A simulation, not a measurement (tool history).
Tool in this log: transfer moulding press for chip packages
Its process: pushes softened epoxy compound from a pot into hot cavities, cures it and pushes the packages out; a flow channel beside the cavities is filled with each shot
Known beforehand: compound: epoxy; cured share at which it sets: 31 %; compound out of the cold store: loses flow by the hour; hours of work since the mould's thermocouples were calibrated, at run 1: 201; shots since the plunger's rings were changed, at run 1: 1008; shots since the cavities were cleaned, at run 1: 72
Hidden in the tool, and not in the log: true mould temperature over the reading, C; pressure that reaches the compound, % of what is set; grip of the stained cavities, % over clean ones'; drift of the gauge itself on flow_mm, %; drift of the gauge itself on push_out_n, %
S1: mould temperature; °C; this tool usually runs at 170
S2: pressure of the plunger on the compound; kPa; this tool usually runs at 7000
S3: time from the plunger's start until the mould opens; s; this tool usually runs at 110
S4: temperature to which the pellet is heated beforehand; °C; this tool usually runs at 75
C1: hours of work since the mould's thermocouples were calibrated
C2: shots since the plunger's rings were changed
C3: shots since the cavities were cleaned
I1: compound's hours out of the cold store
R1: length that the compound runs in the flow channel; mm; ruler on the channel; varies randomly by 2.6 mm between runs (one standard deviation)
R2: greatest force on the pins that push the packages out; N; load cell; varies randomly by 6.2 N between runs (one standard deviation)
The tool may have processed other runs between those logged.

run	hour	S1	S2	S3	S4	C1	C2	C3	I1	R1	R2
1	0	170	7000	110	75	201	1008	72	33.9	680	398
2	38.2	170	7000	110	75	224	1357	421	8.1	779	409
# hour 46.8: cavities cleaned with cleaning compound and waxed
3	64.6	170	7000	110	75	239	1584	162	8.2	775	408
# hour 100.1: cavities cleaned with cleaning compound and waxed
4	107.5	170	7000	110	75	263	1961	67	20.6	723	391
5	135.4	170	7000	110	75	279	2215	321	8.7	771	412
# hour 153.3: cavities cleaned with cleaning compound and waxed
6	160.6	170	7000	110	75	293	2431	66	19.8	729	401
7	198.2	171	7000	110	75	316	2774	409	30.1	683	402
# hour 202.9: mould's thermocouples calibrated
# hour 211.2: cavities cleaned with cleaning compound and waxed
8	240.9	168	7000	110	75	22	3131	270	21.9	722	443
# hour 266.5: plunger's sealing rings changed
# hour 268: cavities cleaned with cleaning compound and waxed
9	284.3	168	7000	110	75	45	149	149	43.1	641	406
# hour 320.9: cavities cleaned with cleaning compound and waxed
10	329	168	7000	110	75	70	543	74	33.7	681	420
11	352.7	168	7000	110	75	84	759	290	12.4	769	443
# hour 375.2: cavities cleaned with cleaning compound and waxed
12	386.6	168	7000	110	75	103	1055	105	24	716	416
13	411.8	168	7000	110	75	118	1284	334	33.7	678	430
# hour 430.2: cavities cleaned with cleaning compound and waxed
14	445.6	168	7000	110	75	137	1579	141	15.7	751	440
15	478.1	168	6850	110	75	156	1875	437	37.7	656	425
# hour 486: cavities cleaned with cleaning compound and waxed
16	514.2	178	7010	110	75	177	2191	258	42.4	626	349
# hour 539.7: cavities cleaned with cleaning compound and waxed
17	555.2	170	7000	128	84	200	2551	141	34.3	670	359
18	589.6	170	7000	128	84	220	2864	454	41.8	646	360
# hour 594: cavities cleaned with cleaning compound and waxed
19	627.4	170	7950	114	83	242	3195	304	37.5	702	390
# hour 648.7: plunger's sealing rings changed
# hour 650.2: cavities cleaned with cleaning compound and waxed
20	652.4	170	7950	114	83	254	21	21	30.4	732	367
21	682.3	167	6010	103	82	272	293	293	22.2	676	489
# hour 703.4: cavities cleaned with cleaning compound and waxed
22	717	167	6010	103	82	291	596	124	41.4	604	470
# hour 758.3: cavities cleaned with cleaning compound and waxed
# hour 763.5: mould's thermocouples calibrated
23	766.6	167	6010	103	82	2	1016	57	46.1	590	468
24	799.2	167	5330	115	82	21	1313	354	29.5	600	417
# hour 816.3: cavities cleaned with cleaning compound and waxed
25	846.1	167	5330	115	82	48	1727	271	15.6	656	414
# hour 870.2: cavities cleaned with cleaning compound and waxed
26	876.7	167	5330	115	82	65	1993	59	42.5	565	403

Branching from run 26: 3 alternative next runs. What would each branch give?
A	906.9	170	7160	110	71	83	2269	335	40.6	?	?
B	906.9	178	5330	115	82	83	2269	335	29.7	?	?
C	906.9	167	5380	115	82	83	2269	335	26.4	?	?

run	R1	R2
A	658	379
B	588	344
C	625	410
Take away the tool's hidden state, keep each run's random variation, and the runs would have read:
run	R1	R2
A	658	378
B	589	343
C	625	409
